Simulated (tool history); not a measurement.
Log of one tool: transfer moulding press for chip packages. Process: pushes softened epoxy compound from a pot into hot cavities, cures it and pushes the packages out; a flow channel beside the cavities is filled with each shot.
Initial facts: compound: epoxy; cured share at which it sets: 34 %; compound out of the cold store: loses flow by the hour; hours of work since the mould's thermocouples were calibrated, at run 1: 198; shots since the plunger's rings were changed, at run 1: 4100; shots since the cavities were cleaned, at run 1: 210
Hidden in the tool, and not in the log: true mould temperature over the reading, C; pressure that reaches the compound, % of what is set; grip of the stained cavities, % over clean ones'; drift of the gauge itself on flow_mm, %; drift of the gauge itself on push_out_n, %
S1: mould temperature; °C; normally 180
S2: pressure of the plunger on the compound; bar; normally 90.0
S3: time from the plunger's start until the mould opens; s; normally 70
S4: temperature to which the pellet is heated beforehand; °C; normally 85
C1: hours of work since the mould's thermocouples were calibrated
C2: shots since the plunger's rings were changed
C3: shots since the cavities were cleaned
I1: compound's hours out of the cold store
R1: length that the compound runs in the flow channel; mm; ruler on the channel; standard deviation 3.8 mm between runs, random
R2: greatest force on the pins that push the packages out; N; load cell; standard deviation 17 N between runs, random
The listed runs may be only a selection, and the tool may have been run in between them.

Run 1, hour 0.0: usual settings; C1 198; C2 4100; C3 210; I1 42.0. Result: R1 563 mm, R2 1017 N.
At hour 23.5: plunger's sealing rings changed.
At hour 25.0: cavities cleaned with cleaning compound and waxed.
Run 2, hour 56.9: usual settings but S4 81 °C; C1 227; C2 400; C3 400; I1 39.8. Result: R1 599 mm, R2 1172 N.
At hour 65.9: cavities cleaned with cleaning compound and waxed.
At hour 106.1: cavities cleaned with cleaning compound and waxed.
Run 3, hour 118.9: usual settings but S4 81 °C; C1 260; C2 1139; C3 161; I1 45.5. Result: R1 580 mm, R2 1063 N.
At hour 148.9: cavities cleaned with cleaning compound and waxed.
At hour 190.4: cavities cleaned with cleaning compound and waxed.
Run 4, hour 192.3: usual settings but S4 81 °C; C1 299; C2 2020; C3 24; I1 40.3. Result: R1 590 mm, R2 914 N.
At hour 228.8: cavities cleaned with cleaning compound and waxed.
Run 5, hour 246.5: usual settings but S4 81 °C; C1 328; C2 2679; C3 221; I1 29.8. Result: R1 600 mm, R2 1102 N.
At hour 267.0: cavities cleaned with cleaning compound and waxed.
At hour 306.8: cavities cleaned with cleaning compound and waxed.
Run 6, hour 323.7: usual settings but S3 85 s; C1 370; C2 3609; C3 212; I1 30.8. Result: R1 581 mm, R2 685 N.
At hour 349.8: cavities cleaned with cleaning compound and waxed.
Run 7, hour 362.5: usual settings but S3 85 s; C1 391; C2 4076; C3 158; I1 40.6. Result: R1 565 mm, R2 639 N.
At hour 388.7: plunger's sealing rings changed.
At hour 394.2: cavities cleaned with cleaning compound and waxed.
At hour 435.7: cavities cleaned with cleaning compound and waxed.
Run 8, hour 457.4: usual settings but S3 85 s; C1 440; C2 824; C3 273; I1 14.6. Result: R1 652 mm, R2 739 N.
At hour 475.7: cavities cleaned with cleaning compound and waxed.
Run 9, hour 500.9: usual settings; C1 464; C2 1350; C3 316; I1 23.5. Result: R1 626 mm, R2 1225 N.
At hour 519.7: cavities cleaned with cleaning compound and waxed.
At hour 561.9: cavities cleaned with cleaning compound and waxed.
Run 10, hour 578.4: usual settings; C1 505; C2 2283; C3 206; I1 33.3. Result: R1 595 mm, R2 1134 N.
At hour 607.8: cavities cleaned with cleaning compound and waxed.
At hour 650.8: cavities cleaned with cleaning compound and waxed.
Run 11, hour 658.2: usual settings but S3 81 s; C1 548; C2 3244; C3 92; I1 17.6. Result: R1 623 mm, R2 731 N.
At hour 689.3: cavities cleaned with cleaning compound and waxed.
Run 12, hour 696.6: usual settings but S3 81 s; C1 569; C2 3707; C3 92; I1 38.1. Result: R1 570 mm, R2 671 N.
At hour 704.5: mould's thermocouples calibrated.
At hour 733.4: cavities cleaned with cleaning compound and waxed.
At hour 756.1: plunger's sealing rings changed.
At hour 776.2: cavities cleaned with cleaning compound and waxed.
Run 13, hour 788.3: usual settings but S1 181 °C, S2 82.8 bar, S3 52 s, S4 78 °C; C1 44; C2 385; C3 152; I1 29.1. Result: R1 593 mm, R2 2106 N.
At hour 816.7: cavities cleaned with cleaning compound and waxed.
Run 14, hour 852.4: usual settings but S1 179 °C, S2 79.2 bar, S3 64 s, S4 77 °C; C1 78; C2 1168; C3 447; I1 27.1. Result: R1 586 mm, R2 1749 N.
At hour 860.4: cavities cleaned with cleaning compound and waxed.
At hour 903.4: cavities cleaned with cleaning compound and waxed.
Run 15, hour 908.2: usual settings but S3 50 s, S4 88 °C; C1 108; C2 1829; C3 60; I1 21.7. Result: R1 619 mm, R2 2033 N.
At hour 944.0: cavities cleaned with cleaning compound and waxed.
Run 16, hour 951.9: usual settings but S2 94.6 bar; C1 131; C2 2358; C3 99; I1 18.4. Result: R1 642 mm, R2 1052 N.

Run 17 is up next; what results do you expect?
At hour 984.8: cavities cleaned with cleaning compound and waxed.
At hour 1024.1: cavities cleaned with cleaning compound and waxed.
Run 17, hour 1041.1: usual settings but S3 101 s; C1 179; C2 3438; C3 214; I1 14.7. Result: R1 ?, R2 ?.

R1: 619 mm
R2: 567 N
The same run, on a tool lacking any hidden state, would have yielded R1 652 mm, R2 453 N.
